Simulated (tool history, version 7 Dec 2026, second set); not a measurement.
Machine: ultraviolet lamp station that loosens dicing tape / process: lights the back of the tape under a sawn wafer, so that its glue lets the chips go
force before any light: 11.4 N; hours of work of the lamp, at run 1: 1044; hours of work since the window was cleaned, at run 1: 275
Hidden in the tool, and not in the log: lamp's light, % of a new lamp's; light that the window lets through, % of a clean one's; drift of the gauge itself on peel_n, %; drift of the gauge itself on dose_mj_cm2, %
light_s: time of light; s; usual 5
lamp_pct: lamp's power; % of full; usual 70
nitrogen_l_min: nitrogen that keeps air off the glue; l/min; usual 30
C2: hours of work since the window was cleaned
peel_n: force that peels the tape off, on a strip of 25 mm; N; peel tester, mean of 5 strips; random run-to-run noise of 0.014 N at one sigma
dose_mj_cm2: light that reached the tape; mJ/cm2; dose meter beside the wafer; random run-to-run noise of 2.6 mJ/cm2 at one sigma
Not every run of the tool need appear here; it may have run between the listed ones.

run 1 hour=0.0 | light_s=5 lamp_pct=70 nitrogen_l_min=30 | hours_of_work_of_the_lamp=1044 C2=275 | peel_n=1.380 dose_mj_cm2=241
run 2 hour=102.3 | light_s=5 lamp_pct=70 nitrogen_l_min=12 | hours_of_work_of_the_lamp=1123 C2=355 | peel_n=2.524 dose_mj_cm2=234
run 3 hour=143.4 | light_s=5 lamp_pct=72 nitrogen_l_min=12 | hours_of_work_of_the_lamp=1155 C2=386 | peel_n=2.403 dose_mj_cm2=237
run 4 hour=226.0 | light_s=5 lamp_pct=70 nitrogen_l_min=21 | hours_of_work_of_the_lamp=1218 C2=450 | peel_n=2.006 dose_mj_cm2=221
run 5 hour=279.5 | light_s=5 lamp_pct=70 nitrogen_l_min=53 | hours_of_work_of_the_lamp=1260 C2=491 | peel_n=1.283 dose_mj_cm2=218
run 6 hour=334.7 | light_s=5 lamp_pct=70 nitrogen_l_min=53 | hours_of_work_of_the_lamp=1302 C2=534 | peel_n=1.381 dose_mj_cm2=213
run 7 hour=413.5 | light_s=5 lamp_pct=70 nitrogen_l_min=53 | hours_of_work_of_the_lamp=1363 C2=595 | peel_n=1.442 dose_mj_cm2=203
-- hour=421.2 window cleaned of glue's vapour
run 8 hour=500.5 | light_s=5 lamp_pct=70 nitrogen_l_min=53 | hours_of_work_of_the_lamp=1430 C2=61 | peel_n=1.881 dose_mj_cm2=183
run 9 hour=590.5 | light_s=5 lamp_pct=70 nitrogen_l_min=53 | hours_of_work_of_the_lamp=1500 C2=131 | peel_n=1.983 dose_mj_cm2=177
run 10 hour=636.8 | light_s=5 lamp_pct=70 nitrogen_l_min=30 | hours_of_work_of_the_lamp=1535 C2=167 | peel_n=2.496 dose_mj_cm2=171
run 11 hour=696.7 | light_s=5 lamp_pct=70 nitrogen_l_min=30 | hours_of_work_of_the_lamp=1582 C2=213 | peel_n=2.620 dose_mj_cm2=162
run 12 hour=738.3 | light_s=5 lamp_pct=70 nitrogen_l_min=30 | hours_of_work_of_the_lamp=1614 C2=245 | peel_n=2.773 dose_mj_cm2=163
-- hour=779.0 window cleaned of glue's vapour, once more
run 13 hour=827.5 | light_s=5 lamp_pct=70 nitrogen_l_min=9 | hours_of_work_of_the_lamp=1682 C2=37 | peel_n=3.323 dose_mj_cm2=215
run 14 hour=927.1 | light_s=5 lamp_pct=70 nitrogen_l_min=30 | hours_of_work_of_the_lamp=1759 C2=114 | peel_n=1.945 dose_mj_cm2=204
run 15 hour=968.4 | light_s=5 lamp_pct=70 nitrogen_l_min=30 | hours_of_work_of_the_lamp=1791 C2=146 | peel_n=1.984 dose_mj_cm2=200
-- hour=1017.0 lamp changed
run 16 hour=1036.3 | light_s=3 lamp_pct=70 nitrogen_l_min=30 | hours_of_work_of_the_lamp=15 C2=198 | peel_n=2.175 dose_mj_cm2=190
run 17 hour=1080.0 | light_s=3 lamp_pct=60 nitrogen_l_min=32 | hours_of_work_of_the_lamp=49 C2=232 | peel_n=2.690 dose_mj_cm2=163
run 18 hour=1121.2 | light_s=3 lamp_pct=60 nitrogen_l_min=32 | hours_of_work_of_the_lamp=81 C2=264 | peel_n=2.792 dose_mj_cm2=159
run 19 hour=1176.6 | light_s=3 lamp_pct=68 nitrogen_l_min=11 | hours_of_work_of_the_lamp=123 C2=306 | peel_n=3.467 dose_mj_cm2=182
run 20 hour=1250.5 | light_s=5 lamp_pct=70 nitrogen_l_min=58 | hours_of_work_of_the_lamp=180 C2=363 | peel_n=0.578 dose_mj_cm2=300
run 21 hour=1303.6 | light_s=3 lamp_pct=70 nitrogen_l_min=30 | hours_of_work_of_the_lamp=221 C2=405 | peel_n=2.440 dose_mj_cm2=173
run 22 hour=1401.2 | light_s=3 lamp_pct=70 nitrogen_l_min=30 | hours_of_work_of_the_lamp=297 C2=480 | peel_n=2.658 dose_mj_cm2=167
run 23 hour=1445.3 | light_s=3 lamp_pct=70 nitrogen_l_min=30 | hours_of_work_of_the_lamp=331 C2=514 | peel_n=2.571 dose_mj_cm2=169
run 24 hour=1529.2 | light_s=5 lamp_pct=88 nitrogen_l_min=30 | hours_of_work_of_the_lamp=396 C2=579 | peel_n=0.635 dose_mj_cm2=343
-- hour=1559.2 window cleaned of glue's vapour
run 25 hour=1595.6 | light_s=3 lamp_pct=86 nitrogen_l_min=18 | hours_of_work_of_the_lamp=447 C2=28 | peel_n=2.172 dose_mj_cm2=222
run 26 hour=1643.4 | light_s=8 lamp_pct=86 nitrogen_l_min=18 | hours_of_work_of_the_lamp=484 C2=65 | peel_n=0.207 dose_mj_cm2=588
run 27 hour=1741.4 | light_s=8 lamp_pct=86 nitrogen_l_min=18 | hours_of_work_of_the_lamp=559 C2=141 | peel_n=0.223 dose_mj_cm2=565
run 28 hour=1800.1 | light_s=8 lamp_pct=73 nitrogen_l_min=18 | hours_of_work_of_the_lamp=605 C2=186 | peel_n=0.402 dose_mj_cm2=474
run 29 hour=1893.3 | light_s=7 lamp_pct=70 nitrogen_l_min=21 | hours_of_work_of_the_lamp=677 C2=258 | peel_n=0.622 dose_mj_cm2=387
run 30 hour=1958.8 | light_s=7 lamp_pct=70 nitrogen_l_min=21 | hours_of_work_of_the_lamp=727 C2=309 | peel_n=0.654 dose_mj_cm2=371
run 31 hour=2005.8 | light_s=5 lamp_pct=91 nitrogen_l_min=14 | hours_of_work_of_the_lamp=764 C2=345 | peel_n=1.119 dose_mj_cm2=342
run 32 hour=2050.3 | light_s=5 lamp_pct=70 nitrogen_l_min=40 | hours_of_work_of_the_lamp=798 C2=379 | peel_n=1.035 dose_mj_cm2=255

Pick out some run-to-run changes in peel_n. Of each, how much would a tool without hidden state show as well, from the settings, what came in and chance, and how much is left for the hidden state and any gauge scatter not in both results compared?
Run 1 -> 2: nitrogen_l_min 30 -> 12. peel_n +1.144 N: hidden state +0.478, all else +0.666.
Run 7 -> 8: window cleaned of glue's vapour. peel_n +0.439 N: hidden state +0.426, all else +0.013.
Run 15 -> 16: light_s 5 -> 3, lamp changed. peel_n +0.191 N: hidden state -1.181, all else +1.372.
Run 19 -> 20: light_s 3 -> 5, lamp_pct 68 -> 70, nitrogen_l_min 11 -> 58. peel_n -2.889 N: hidden state -0.201, all else -2.688.
Run 23 -> 24: light_s 3 -> 5, lamp_pct 70 -> 88. peel_n -1.936 N: hidden state -0.367, all else -1.569.
Run 25 -> 26: light_s 3 -> 8. peel_n -1.965 N: hidden state -0.307, all else -1.658.

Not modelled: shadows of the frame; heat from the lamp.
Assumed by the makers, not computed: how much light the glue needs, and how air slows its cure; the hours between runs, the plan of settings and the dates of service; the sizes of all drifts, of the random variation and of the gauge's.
